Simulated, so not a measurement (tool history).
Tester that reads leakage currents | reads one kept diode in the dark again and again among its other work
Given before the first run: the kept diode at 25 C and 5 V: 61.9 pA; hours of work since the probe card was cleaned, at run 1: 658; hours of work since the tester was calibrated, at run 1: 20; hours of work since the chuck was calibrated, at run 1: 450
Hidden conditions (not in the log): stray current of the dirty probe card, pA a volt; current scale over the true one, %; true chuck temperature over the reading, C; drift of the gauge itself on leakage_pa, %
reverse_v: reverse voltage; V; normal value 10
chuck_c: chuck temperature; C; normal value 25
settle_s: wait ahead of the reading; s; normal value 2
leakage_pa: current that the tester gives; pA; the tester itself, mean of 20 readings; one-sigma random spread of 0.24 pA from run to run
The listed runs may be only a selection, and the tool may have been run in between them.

| run | day | reverse_v | chuck_c | settle_s | hours of work since the probe card was cleaned | hours of work since the tester was calibrated | hours of work since the chuck was calibrated | leakage_pa |
|---|---|---|---|---|---|---|---|---|
| 1 | 0 | 10 | 25 | 2 | 658 | 20 | 450 | 79.06 |
| 2 | 1.217 | 10 | 25 | 2 | 674 | 37 | 467 | 79.54 |
| 3 | 2.275 | 10 | 25 | 2 | 689 | 52 | 482 | 79.66 |
| 4 | 3.733 | 10 | 25 | 2 | 709 | 72 | 502 | 79.44 |
| 5 | 4.633 | 10 | 25 | 2 | 722 | 85 | 514 | 78.89 |
| 6 | 5.608 | 10 | 25 | 2 | 735 | 98 | 528 | 79.1 |
| 7 | 6.6 | 10 | 25 | 2 | 749 | 112 | 542 | 79.34 |
| 8 | 7.275 | 10 | 25 | 2 | 759 | 121 | 551 | 78.87 |
| 9 | 8.9 | 10 | 25 | 2 | 781 | 144 | 574 | 78.94 |
| 10 | 9.65 | 10 | 25 | 2 | 792 | 154 | 584 | 78.63 |
| 11 | 10.417 | 10 | 25 | 2 | 802 | 165 | 595 | 79.26 |
| 12 | 11.871 | 10 | 25 | 2 | 822 | 185 | 615 | 79.43 |
| 13 | 12.629 | 10 | 25 | 0.73 | 833 | 196 | 625 | 82.94 |
| 14 | 14.129 | 10 | 25 | 3.25 | 854 | 217 | 646 | 78.67 |
| 15 | 15.092 | 10 | 25 | 3.25 | 867 | 230 | 660 | 78.58 |
| 16 | 15.783 | 10 | 25 | 3.25 | 877 | 240 | 669 | 78.51 |
| 17 | 16.683 | 10 | 25 | 3.25 | 889 | 252 | 682 | 78.67 |
| 18 | 17.579 | 10 | 25 | 3.25 | 902 | 264 | 694 | 79.04 |
| 19 | 19.042 | 10 | 25 | 3.25 | 922 | 285 | 714 | 78.61 |
| 20 | 20.529 | 10 | 21 | 3.25 | 943 | 305 | 735 | 57.34 |
| 21 | 22.125 | 1.1 | 21 | 3.44 | 965 | 328 | 757 | 28.02 |
| 22 | 23.021 | 1.1 | 27 | 0.53 | 977 | 340 | 770 | 45.74 |
| 23 | 24.462 | 1.1 | 27 | 0.53 | 997 | 360 | 790 | 45.58 |
|  | 25.275 | probe card cleaned and baked |
| 24 | 25.821 | 1.9 | 23 | 1.4 | 8 | 377 | 807 | 39.62 |
| 25 | 26.754 | 10 | 34 | 0.67 | 21 | 390 | 820 | 158.6 |
| 26 | 28.204 | 10 | 34 | 0.67 | 41 | 410 | 840 | 158.47 |
| 27 | 29.188 | 4.1 | 34 | 0.32 | 54 | 424 | 854 | 120.66 |
| 28 | 29.929 | 4.1 | 34 | 0.32 | 65 | 434 | 864 | 119.57 |
| 29 | 31.333 | 3.4 | 59 | 0.47 | 84 | 454 | 883 | 612.11 |

What does the tool deliver on the next run?
| 30 | 32.483 | 10 | 25 | 0.33 | 100 | 470 | 899 | ? |

{"run 30": {"leakage_pa": 88.89}}
With no hidden state in the tool, this same run would have given leakage_pa 88.91 pA.

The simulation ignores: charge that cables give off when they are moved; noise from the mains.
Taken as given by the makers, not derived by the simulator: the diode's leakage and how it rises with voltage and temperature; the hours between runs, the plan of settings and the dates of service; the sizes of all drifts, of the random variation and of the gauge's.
